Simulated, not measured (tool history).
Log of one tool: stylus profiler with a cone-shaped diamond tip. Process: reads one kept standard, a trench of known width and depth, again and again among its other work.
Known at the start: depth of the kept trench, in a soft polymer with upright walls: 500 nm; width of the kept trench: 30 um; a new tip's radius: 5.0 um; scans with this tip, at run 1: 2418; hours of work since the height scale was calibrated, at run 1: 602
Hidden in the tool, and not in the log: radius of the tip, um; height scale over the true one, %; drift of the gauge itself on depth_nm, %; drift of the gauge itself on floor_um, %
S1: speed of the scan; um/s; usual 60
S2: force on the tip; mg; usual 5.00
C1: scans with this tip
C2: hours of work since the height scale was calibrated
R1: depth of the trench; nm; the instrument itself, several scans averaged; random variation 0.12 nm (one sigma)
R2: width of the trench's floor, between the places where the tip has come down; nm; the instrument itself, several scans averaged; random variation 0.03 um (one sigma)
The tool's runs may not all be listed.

run     day   S1     S2    C1    C2      R1     R2
  1   0.000   60   5.00  2418   602  512.43  24450
  2   1.179   60  11.91  2484   619  521.94  24510
  3   2.017   60   4.53  2531   631  512.01  24310
  4   3.292   60   4.53  2603   649  511.88  24370
  5   4.092   60   4.53  2648   660  511.89  24320
  6   5.408  199   5.00  2723   678  512.70  23690
  7   6.246   60   7.94  2770   690  517.15  24360
  8   7.325   60   7.94  2831   705  517.19  24340
  9   8.479   65   7.94  2896   722  517.00  24370
 10   9.579   65   7.94  2958   737  516.94  24280
 11  10.475   88   5.00  3008   750  512.82  24120
 12  11.296   88   5.00  3055   761  512.88  24100
 13  12.050   88   5.00  3097   772  512.70  24120
 14  13.338   88   5.00  3170   790  513.10  24000
 15  14.021   88   3.03  3208   799  509.42  23910
 16  14.950   88   3.03  3261   812  509.66  23940
 17  15.654   60   5.00  3301   822  512.87  24130
 18  16.725   60   5.00  3361   837  512.76  24080
 19  18.108   60   5.00  3439   857  513.18  24020
 20  19.512   60  13.60  3518   877  524.42  24180
 21  20.342   60  13.60  3565   888  524.29  24220
 22  20.996   60   9.45  3602   897  519.37  24100
 23  22.558   92   2.42  3690   919  508.43  23720
 24  23.425  110   5.75  3739   932  514.29  23840
 25  24.304  110  10.23  3789   944  520.32  23900
 26  25.833   44   6.55  3875   965  515.51  24030
 27  26.717   20   8.40  3925   978  518.01  24160
 28  27.638   24   9.71  3977   991  519.85  24060
 29  29.096   91   2.38  4059  1011  508.45  23620
 30  29.762  154   3.09  4097  1021  509.96  23370
 31  30.946   95   3.17  4163  1037  510.16  23610
 32  32.533   95   3.17  4253  1060  509.93  23620
 33  33.633   21   5.00  4315  1075  513.23  23990
 34  34.425   21   5.00  4360  1086  513.33  23910
 35  35.838   26   5.73  4439  1106  514.46  23960
 36  36.679   26   5.73  4487  1118  514.58  23910
 37  37.896   26   5.73  4555  1135  514.42  23920
 38  39.450   26   5.73  4643  1157  514.77  23870
 39  40.817   18   2.94  4720  1176  509.91  23840
 40  42.262   18   2.94  4802  1196  510.09  23800
 41  43.333   18   6.37  4862  1211  515.49  23820
 42  44.575   18   6.37  4932  1229  515.68  23810
 43  45.767   50   5.00  5000  1246  513.18  23660
 44  47.092   50   5.00  5074  1264  513.53  23600

5 ways to go on from here, each from the tool as it stands after run 44. What would each give?
  A  48.008   60  2.35  5126  1277   ?   ?
  B  48.008   18  2.21  5126  1277   ?   ?
  C  48.008   45  4.27  5126  1277   ?   ?
  D  48.008   60  2.93  5126  1277   ?   ?
  E  48.008  203  9.00  5126  1277   ?   ?

run      R1     R2
  A  508.81  23450
  B  508.46  23690
  C  512.38  23550
  D  509.61  23480
  E  519.24  23170
Without the tool's hidden state the same runs would have given:
run      R1     R2
  A  507.07  25260
  B  506.71  25510
  C  510.63  25370
  D  507.86  25300
  E  517.46  24990

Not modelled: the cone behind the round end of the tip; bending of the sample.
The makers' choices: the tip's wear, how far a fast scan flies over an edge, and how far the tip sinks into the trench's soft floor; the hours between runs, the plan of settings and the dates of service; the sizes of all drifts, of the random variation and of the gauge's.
